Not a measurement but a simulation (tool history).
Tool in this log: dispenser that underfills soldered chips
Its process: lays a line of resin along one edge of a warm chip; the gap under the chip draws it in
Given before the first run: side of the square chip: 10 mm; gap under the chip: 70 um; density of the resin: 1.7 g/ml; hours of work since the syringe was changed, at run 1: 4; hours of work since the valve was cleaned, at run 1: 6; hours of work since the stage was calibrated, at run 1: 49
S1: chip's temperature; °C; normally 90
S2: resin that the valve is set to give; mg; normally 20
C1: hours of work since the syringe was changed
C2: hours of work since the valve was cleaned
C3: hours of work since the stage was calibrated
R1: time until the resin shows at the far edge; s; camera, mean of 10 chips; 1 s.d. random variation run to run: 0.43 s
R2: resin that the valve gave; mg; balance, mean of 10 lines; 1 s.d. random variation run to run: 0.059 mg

| run | hour | S1 | S2 | C1 | C2 | C3 | R1 | R2 |
|---|---|---|---|---|---|---|---|---|
| 1 | 0 | 90 | 20 | 4 | 6 | 49 | 41 | 19.86 |
| 2 | 3.9 | 90 | 20 | 7 | 9 | 51 | 48.4 | 19.79 |
|  | 7.7 | new syringe of resin |
| 3 | 9.3 | 90 | 20 | 1 | 12 | 55 | 33.2 | 19.73 |
| 4 | 12.5 | 90 | 20 | 3 | 14 | 57 | 38.7 | 19.67 |
| 5 | 16.1 | 90 | 20 | 6 | 17 | 59 | 46 | 19.69 |
| 6 | 19.7 | 90 | 17.7 | 8 | 19 | 62 | 54.7 | 17.34 |
|  | 21.4 | new syringe of resin |
| 7 | 23.9 | 85 | 24.8 | 2 | 22 | 64 | 38.7 | 24.2 |
| 8 | 27.6 | 104 | 20.4 | 4 | 24 | 67 | 27.4 | 19.91 |
| 9 | 32.7 | 104 | 20.4 | 7 | 28 | 70 | 34.3 | 19.72 |
|  | 35.1 | new syringe of resin |
| 10 | 35.9 | 94 | 20.5 | 1 | 30 | 72 | 28.5 | 19.92 |
| 11 | 38.7 | 85 | 19.1 | 2 | 32 | 74 | 42.2 | 18.4 |

Each row is a separate what-if for the run after 11, all from the same tool condition, not one after another. Results?
| A | 43.7 | 95 | 22.5 | 6 | 35 | 77 | ? | ? |
| B | 43.7 | 98 | 19.1 | 6 | 35 | 77 | ? | ? |
| C | 43.7 | 89 | 18.1 | 6 | 35 | 77 | ? | ? |
| D | 43.7 | 104 | 20.6 | 6 | 35 | 77 | ? | ? |
| E | 43.7 | 104 | 23 | 6 | 35 | 77 | ? | ? |

| run | R1 | R2 |
|---|---|---|
| A | 39.2 | 21.82 |
| B | 36.3 | 18.47 |
| C | 47.7 | 17.52 |
| D | 30.2 | 19.92 |
| E | 31.2 | 22.15 |
Stripped of hidden state, with their random variation kept, the same runs would have yielded:
| run | R1 | R2 |
|---|---|---|
| A | 26.6 | 22.59 |
| B | 24.4 | 19.11 |
| C | 31.9 | 18.13 |
| D | 20.3 | 20.62 |
| E | 21.2 | 22.93 |
